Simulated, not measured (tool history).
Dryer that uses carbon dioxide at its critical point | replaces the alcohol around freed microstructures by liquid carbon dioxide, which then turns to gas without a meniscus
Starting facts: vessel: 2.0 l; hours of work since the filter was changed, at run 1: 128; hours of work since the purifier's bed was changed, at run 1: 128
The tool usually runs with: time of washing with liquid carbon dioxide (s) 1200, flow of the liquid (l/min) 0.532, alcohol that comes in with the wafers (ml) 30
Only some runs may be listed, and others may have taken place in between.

run  hour  time of washing with liquid carbon dioxide (s)  flow of the liquid (l/min)  alcohol that comes in with the wafers (ml)  hours of work since the filter was changed  hours of work since the purifier's bed was changed  alcohol left in the vessel before it's heated (ppm by volume)
  1   0.0                                            1200                       0.532                                          30                                         128                                                 128                                                            172
  2   9.5                                            1200                       0.532                                          30                                         131                                                 131                                                            167
  3  18.2                                            1200                       0.532                                          30                                         134                                                 134                                                            162
  4  24.1                                            1200                       0.532                                          30                                         136                                                 136                                                            176
  5  36.0                                            1200                       0.532                                          30                                         140                                                 140                                                            176
  6  48.5                                            1200                       0.532                                          30                                         144                                                 144                                                            163
  7  53.9                                            1200                       0.532                                          30                                         145                                                 145                                                            179
  8  62.3                                            1200                       0.532                                          99                                         148                                                 148                                                            459
  9  69.4                                            1320                       0.431                                          26                                         150                                                 150                                                            230

Expected results for the next run?
 10  81.2                                            1320                       0.431                                          26                                         154                                                 154                                                              ?

{"run 10": {"alcohol left in the vessel before it's heated (ppm by volume)": 237}}
Without the tool's hidden state the same run would have given alcohol left in the vessel before it's heated (ppm by volume) 133.
